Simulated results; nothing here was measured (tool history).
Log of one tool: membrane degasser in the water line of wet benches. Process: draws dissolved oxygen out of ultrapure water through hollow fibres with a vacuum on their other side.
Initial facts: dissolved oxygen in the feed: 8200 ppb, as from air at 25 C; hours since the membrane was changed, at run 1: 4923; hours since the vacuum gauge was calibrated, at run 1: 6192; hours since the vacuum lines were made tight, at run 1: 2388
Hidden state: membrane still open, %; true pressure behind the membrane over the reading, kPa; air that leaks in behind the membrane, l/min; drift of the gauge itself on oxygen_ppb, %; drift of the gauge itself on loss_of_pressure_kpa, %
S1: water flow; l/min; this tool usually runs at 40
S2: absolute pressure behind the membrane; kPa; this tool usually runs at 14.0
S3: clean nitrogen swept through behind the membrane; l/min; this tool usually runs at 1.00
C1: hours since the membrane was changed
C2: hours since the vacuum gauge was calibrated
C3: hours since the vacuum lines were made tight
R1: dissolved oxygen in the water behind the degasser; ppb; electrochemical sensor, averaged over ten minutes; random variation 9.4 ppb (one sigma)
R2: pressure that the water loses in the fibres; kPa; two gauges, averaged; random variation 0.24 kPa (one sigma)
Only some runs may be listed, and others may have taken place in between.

| run | hour | S1 | S2 | S3 | C1 | C2 | C3 | R1 | R2 |
|---|---|---|---|---|---|---|---|---|---|
| 1 | 0.0 | 40 | 14.0 | 1.00 | 4923 | 6192 | 2388 | 1040.2 | 65.52 |
| 2 | 87.4 | 40 | 14.0 | 1.00 | 5010 | 6280 | 2475 | 1008.9 | 65.52 |
| 3 | 150.1 | 40 | 14.0 | 1.00 | 5073 | 6343 | 2538 | 1035.8 | 65.89 |
| 4 | 282.1 | 40 | 14.0 | 1.36 | 5205 | 6475 | 2670 | 858.9 | 65.46 |
| 5 | 367.6 | 40 | 14.0 | 1.36 | 5290 | 6560 | 2755 | 868.5 | 65.49 |
| 6 | 491.3 | 40 | 14.0 | 1.36 | 5414 | 6684 | 2879 | 857.8 | 65.67 |
| 7 | 557.6 | 40 | 14.0 | 1.36 | 5480 | 6750 | 2945 | 864.9 | 65.52 |
| 8 | 687.6 | 40 | 14.0 | 1.36 | 5610 | 6880 | 3075 | 882.9 | 66.18 |
| 9 | 785.0 | 40 | 17.6 | 1.00 | 5708 | 6977 | 3173 | 1275.2 | 65.63 |
| 10 | 872.1 | 40 | 17.6 | 1.00 | 5795 | 7065 | 3260 | 1261.9 | 65.97 |
| 11 | 953.8 | 40 | 17.6 | 0.54 | 5876 | 7146 | 3342 | 1795.6 | 65.73 |
| 12 | 1016.7 | 40 | 17.6 | 0.54 | 5939 | 7209 | 3404 | 1797.6 | 65.52 |
| 13 | 1156.5 | 40 | 17.6 | 0.54 | 6079 | 7349 | 3544 | 1791.0 | 65.71 |
| 14 | 1298.6 | 40 | 14.0 | 1.00 | 6221 | 7491 | 3686 | 1045.9 | 66.39 |
| 15 | 1414.3 | 40 | 14.0 | 1.00 | 6337 | 7607 | 3802 | 1046.3 | 66.27 |
|  | 1511.7 | seals of the vacuum lines changed |
| 16 | 1514.9 | 62 | 12.8 | 0.50 | 6435 | 7705 | 3 | 1908.7 | 102.69 |
| 17 | 1628.7 | 62 | 21.7 | 1.13 | 6549 | 7819 | 117 | 1909.3 | 103.56 |
| 18 | 1779.7 | 62 | 21.7 | 1.13 | 6700 | 7970 | 268 | 1925.4 | 102.55 |
|  | 1844.2 | vacuum gauge calibrated |
| 19 | 1905.5 | 31 | 14.0 | 1.88 | 6826 | 61 | 393 | 540.5 | 51.81 |
| 20 | 2054.9 | 40 | 23.9 | 1.00 | 6975 | 211 | 543 | 1601.9 | 66.33 |
| 21 | 2160.3 | 32 | 14.0 | 1.00 | 7080 | 316 | 648 | 815.3 | 53.18 |
| 22 | 2223.5 | 25 | 13.9 | 2.95 | 7144 | 379 | 711 | 331.5 | 42.09 |
| 23 | 2373.9 | 25 | 13.9 | 2.95 | 7294 | 530 | 862 | 335.1 | 41.95 |
| 24 | 2513.2 | 64 | 19.3 | 1.00 | 7433 | 669 | 1001 | 1849.1 | 107.43 |
| 25 | 2621.6 | 46 | 18.4 | 0.53 | 7542 | 777 | 1109 | 1993.3 | 77.33 |
| 26 | 2693.9 | 46 | 18.4 | 0.53 | 7614 | 850 | 1182 | 1992.5 | 77.14 |
| 27 | 2769.0 | 64 | 15.2 | 0.77 | 7689 | 925 | 1257 | 1729.8 | 107.96 |
| 28 | 2831.3 | 64 | 15.2 | 0.77 | 7751 | 987 | 1319 | 1719.0 | 107.32 |

Each run again, without the hidden state but with its own random variation kept:
| run | R1 | R2 |
|---|---|---|
| 1 | 955.4 | 62.34 |
| 2 | 925.5 | 62.27 |
| 3 | 949.3 | 62.60 |
| 4 | 779.3 | 62.10 |
| 5 | 786.9 | 62.08 |
| 6 | 775.7 | 62.18 |
| 7 | 781.3 | 61.98 |
| 8 | 795.7 | 62.53 |
| 9 | 1182.7 | 61.94 |
| 10 | 1169.2 | 62.21 |
| 11 | 1690.7 | 61.93 |
| 12 | 1691.7 | 61.69 |
| 13 | 1683.5 | 61.78 |
| 14 | 942.3 | 62.33 |
| 15 | 941.0 | 62.12 |
| 16 | 1730.7 | 96.16 |
| 17 | 1793.2 | 96.88 |
| 18 | 1805.9 | 95.77 |
| 19 | 503.2 | 48.35 |
| 20 | 1562.9 | 61.75 |
| 21 | 776.9 | 49.47 |
| 22 | 297.7 | 39.14 |
| 23 | 299.8 | 38.94 |
| 24 | 1787.9 | 99.55 |
| 25 | 1948.4 | 71.58 |
| 26 | 1946.6 | 71.36 |
| 27 | 1661.4 | 99.79 |
| 28 | 1649.9 | 99.11 |

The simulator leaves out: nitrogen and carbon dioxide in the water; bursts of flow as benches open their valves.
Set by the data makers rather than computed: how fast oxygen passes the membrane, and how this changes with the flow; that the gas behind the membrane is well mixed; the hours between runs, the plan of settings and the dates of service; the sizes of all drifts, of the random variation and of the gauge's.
